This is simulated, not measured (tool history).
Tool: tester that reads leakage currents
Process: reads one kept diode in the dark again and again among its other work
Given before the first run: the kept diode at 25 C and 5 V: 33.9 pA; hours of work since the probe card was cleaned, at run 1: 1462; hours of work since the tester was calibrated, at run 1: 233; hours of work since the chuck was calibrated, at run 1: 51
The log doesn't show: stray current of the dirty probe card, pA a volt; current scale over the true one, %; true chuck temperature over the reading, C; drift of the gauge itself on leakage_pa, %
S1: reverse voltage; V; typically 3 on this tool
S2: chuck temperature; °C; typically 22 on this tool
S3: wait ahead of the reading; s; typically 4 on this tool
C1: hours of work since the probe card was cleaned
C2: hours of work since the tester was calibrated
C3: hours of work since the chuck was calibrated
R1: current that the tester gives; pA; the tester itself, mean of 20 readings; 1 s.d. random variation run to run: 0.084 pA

run,hour,S1,S2,S3,C1,C2,C3,R1
1,0,3,22,4,1462,233,51,24.46
2,32.6,3,22,4,1484,255,73,24.38
3,66.3,3,37,4,1507,277,95,69.15
4,99.1,3,37,4,1529,299,117,69.2
5,156.7,3,22,4.65,1567,337,156,24.71
6,187,3,22,4.65,1587,358,176,24.59
7,240.5,3,22,4.65,1623,393,212,24.65
8,266.6,3,22,4.65,1640,411,229,24.77
9,325.1,11.05,22,4,1679,450,268,44.77
10,355.5,3,22,0.36,1700,470,289,26.09
11,386.7,3.47,22,0.36,1721,491,309,28.02
12,416.3,3.47,22,0.36,1740,511,329,27.93
13,470.9,3,22,0.64,1777,547,366,25.65
14,517.5,3,57,4,1808,578,397,251.24
15,567.9,3,57,4,1842,612,430,252.86
16,615.3,3,57,4,1873,644,462,252.28
17,674.1,3,22,4,1913,683,501,25.13
18,715.8,2.46,22,4,1940,711,529,23.08
19,761.1,2.46,22,4,1971,741,559,23.22
20,792.7,2.46,22,4,1992,762,580,23.13
21,829.8,8.39,24,3.47,2016,787,605,45.95
22,873.1,8.39,47,3.47,2045,816,634,201.99
23,898.4,1.82,49,4,2062,833,651,128.44
24,947.4,1.82,49,4,2095,865,684,127.96
25,977.2,1.82,49,9.14,2115,885,704,127.94
26,1017.1,15.69,59,0.32,2142,912,730,543.68
27,1055.8,15.69,41,5.99,2167,938,756,179.34
28,1104.8,14.23,41,5.99,2200,970,789,171.74
29,1149.7,3,22,1.59,2230,1000,819,26.03
30,1195.1,3,22,1.59,2260,1031,849,26.01
31,1239.3,3,22,1.59,2290,1060,879,25.97
# hour 1261.8: probe card cleaned and baked
32,1297.6,8.71,22,0.81,24,1097,916,36.05
33,1355.6,2.91,24,2.31,63,1136,954,26.91
34,1387.8,6.47,44,5.42,84,1157,976,146.32
35,1445.5,19.38,28,2.92,123,1196,1014,74.71
36,1480.2,1.52,28,1.23,146,1219,1037,28.57
37,1519.1,1.52,28,1.23,172,1245,1063,28.55
38,1574.8,7.57,20,0.55,209,1282,1101,31.02
39,1616.1,15.1,20,2.53,237,1310,1128,38.69
40,1657.3,8.88,23,0.88,264,1337,1156,40.23

Each row is a separate what-if for the run after 40, all from the same tool condition, not one after another. Results?
A,1708.2,3,22,5.95,298,1371,1190,?
B,1708.2,3,52,4,298,1371,1190,?
C,1708.2,3,22,2.19,298,1371,1190,?

run,R1
A,23.62
B,187.1
C,23.49
Had the tool no hidden state, the same runs would have come out as:
run,R1
A,22.47
B,181.62
C,22.35
